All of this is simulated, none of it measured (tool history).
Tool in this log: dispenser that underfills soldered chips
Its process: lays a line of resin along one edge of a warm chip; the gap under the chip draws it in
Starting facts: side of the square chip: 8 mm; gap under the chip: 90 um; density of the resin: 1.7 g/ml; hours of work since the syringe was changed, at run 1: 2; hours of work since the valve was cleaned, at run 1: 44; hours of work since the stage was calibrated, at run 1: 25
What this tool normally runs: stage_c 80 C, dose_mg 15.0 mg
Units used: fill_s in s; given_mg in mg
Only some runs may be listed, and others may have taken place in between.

| run | hour | stage_c | dose_mg | hours of work since the syringe was changed | hours of work since the valve was cleaned | hours of work since the stage was calibrated | fill_s | given_mg |
|---|---|---|---|---|---|---|---|---|
| 1 | 0.0 | 80 | 15.0 | 2 | 44 | 25 | 67.9 | 14.65 |
| 2 | 2.3 | 80 | 15.0 | 3 | 45 | 27 | 77.3 | 14.64 |
|  | 6.1 | new syringe of resin |
| 3 | 7.2 | 80 | 15.0 | 1 | 48 | 30 | 59.7 | 14.64 |
| 4 | 10.9 | 80 | 15.0 | 3 | 51 | 32 | 75.5 | 14.56 |
| 5 | 14.5 | 80 | 15.0 | 5 | 53 | 34 | 87.9 | 14.63 |
|  | 15.2 | new syringe of resin |
| 6 | 17.7 | 80 | 15.0 | 2 | 55 | 36 | 65.7 | 14.59 |
| 7 | 21.2 | 80 | 15.0 | 4 | 57 | 38 | 79.8 | 14.61 |
|  | 24.3 | new syringe of resin |
| 8 | 24.8 | 79 | 15.0 | 0 | 59 | 40 | 62.2 | 14.46 |
|  | 28.2 | dispensing valve cleaned and set on the balance |
| 9 | 29.3 | 79 | 19.3 | 2 | 1 | 42 | 74.1 | 19.15 |
| 10 | 33.7 | 79 | 19.3 | 5 | 3 | 45 | 92.4 | 19.37 |
|  | 34.4 | new syringe of resin |
| 11 | 36.2 | 79 | 19.3 | 1 | 5 | 47 | 63.8 | 19.28 |
| 12 | 38.3 | 95 | 19.3 | 2 | 6 | 48 | 43.0 | 19.16 |
| 13 | 41.0 | 80 | 15.0 | 4 | 8 | 50 | 81.5 | 14.84 |
|  | 43.5 | new syringe of resin |
| 14 | 43.6 | 80 | 15.0 | 0 | 9 | 51 | 58.7 | 14.88 |
| 15 | 45.8 | 66 | 13.5 | 1 | 11 | 52 | 105.1 | 13.41 |
| 16 | 48.8 | 92 | 17.6 | 3 | 13 | 54 | 50.6 | 17.43 |
| 17 | 51.1 | 92 | 13.3 | 5 | 14 | 56 | 59.9 | 13.17 |
|  | 52.6 | new syringe of resin |
| 18 | 54.3 | 89 | 19.4 | 1 | 16 | 58 | 46.7 | 19.20 |
| 19 | 58.2 | 74 | 15.0 | 4 | 18 | 60 | 95.0 | 14.89 |
|  | 61.7 | new syringe of resin |
| 20 | 63.3 | 72 | 14.7 | 1 | 21 | 63 | 82.5 | 14.51 |
| 21 | 67.5 | 84 | 15.6 | 4 | 24 | 66 | 69.3 | 15.34 |
| 22 | 69.7 | 84 | 15.6 | 5 | 25 | 67 | 77.5 | 15.34 |
|  | 70.8 | new syringe of resin |
| 23 | 73.2 | 81 | 15.7 | 1 | 27 | 69 | 62.1 | 15.43 |
| 24 | 76.0 | 81 | 15.7 | 3 | 29 | 71 | 72.2 | 15.44 |
|  | 79.9 | new syringe of resin |
| 25 | 80.7 | 81 | 15.7 | 1 | 32 | 74 | 56.5 | 15.47 |
| 26 | 83.7 | 81 | 15.8 | 2 | 34 | 76 | 67.6 | 15.42 |
| 27 | 87.3 | 84 | 17.2 | 5 | 36 | 78 | 75.3 | 16.87 |

Below are 3 alternative next runs, each starting from the tool's condition after run 27. Predict each:
|  | 89.1 | new syringe of resin |
| A | 91.1 | 69 | 15.0 | 1 | 38 | 80 | ? | ? |
|  | 89.1 | new syringe of resin |
| B | 91.1 | 72 | 19.1 | 1 | 38 | 80 | ? | ? |
|  | 89.1 | new syringe of resin |
| C | 91.1 | 67 | 16.6 | 1 | 38 | 80 | ? | ? |

| run | fill_s | given_mg |
|---|---|---|
| A | 89.9 | 14.69 |
| B | 79.3 | 18.65 |
| C | 96.5 | 16.32 |
Stripped of hidden state, with their random variation kept, the same runs would have yielded:
| run | fill_s | given_mg |
|---|---|---|
| A | 82.5 | 15.01 |
| B | 73.0 | 19.06 |
| C | 88.8 | 16.67 |
